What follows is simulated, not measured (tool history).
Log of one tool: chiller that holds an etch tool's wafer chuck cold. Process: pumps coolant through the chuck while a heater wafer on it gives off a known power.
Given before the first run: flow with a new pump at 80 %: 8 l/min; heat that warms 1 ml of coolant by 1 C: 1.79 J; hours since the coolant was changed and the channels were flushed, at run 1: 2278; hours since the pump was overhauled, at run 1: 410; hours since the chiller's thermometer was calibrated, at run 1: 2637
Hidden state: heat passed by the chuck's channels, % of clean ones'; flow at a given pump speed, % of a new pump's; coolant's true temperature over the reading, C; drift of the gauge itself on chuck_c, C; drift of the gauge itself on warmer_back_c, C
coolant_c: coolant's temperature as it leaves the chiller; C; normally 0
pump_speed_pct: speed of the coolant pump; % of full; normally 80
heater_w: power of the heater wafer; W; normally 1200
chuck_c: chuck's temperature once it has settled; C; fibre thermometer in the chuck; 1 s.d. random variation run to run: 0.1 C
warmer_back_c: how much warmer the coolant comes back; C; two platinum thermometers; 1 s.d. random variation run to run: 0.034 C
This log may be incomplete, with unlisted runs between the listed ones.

run	day	coolant_c	pump_speed_pct	heater_w	hours since the coolant was changed and the channels were flushed	hours since the pump was overhauled	hours since the chiller's thermometer was calibrated	chuck_c	warmer_back_c
1	0.000	0	80	1200	2278	410	2637	12.4	5.04
2	1.325	0	80	1200	2309	442	2669	12.6	5.08
3	2.221	0	80	1200	2331	464	2691	12.4	5.05
4	3.650	0	80	1200	2365	498	2725	12.5	5.05
5	5.254	0	74	1200	2404	536	2763	13.3	5.52
6	6.429	0	74	1200	2432	564	2791	13.3	5.49
7	7.988	0	74	1200	2469	602	2829	13.4	5.45
8	8.946	0	80	1200	2492	625	2852	12.5	5.03
9	9.971	0	80	1085	2517	649	2876	11.4	4.58
10	11.483	0	80	1085	2553	686	2913	11.2	4.56
11	12.300	-3	80	1085	2573	705	2932	8.6	4.62
12	13.325	-3	80	1085	2597	730	2957	8.1	4.54
13	14.033	-3	80	1085	2614	747	2974	8.3	4.60
14	15.158	0	74	1200	2641	774	3001	13.7	5.55
15	16.233	0	77	1200	2667	800	3027	13.2	5.31
16	17.262	-8	80	1200	2692	824	3051	4.9	5.07
# day 17.438: chiller's thermometer calibrated
17	18.104	-8	80	1200	2711	844	16	4.6	5.11
18	19.362	-8	80	1200	2741	874	46	4.5	5.15
19	20.425	-7	80	1130	2767	899	72	4.7	4.86
20	21.558	-7	80	1130	2794	927	99	4.9	4.84
21	22.762	-7	80	1130	2823	955	128	5.0	4.82
22	23.925	0	68	1200	2851	983	156	14.8	5.96

Expected results for the next run?
23	24.746	0	68	1200	2870	1003	175	?	?

chuck_c: 14.6 C
warmer_back_c: 5.94 C
On a tool with no hidden condition, and with the same random variation, this run would have come out at chuck_c 12.9 C, warmer_back_c 5.81 C.
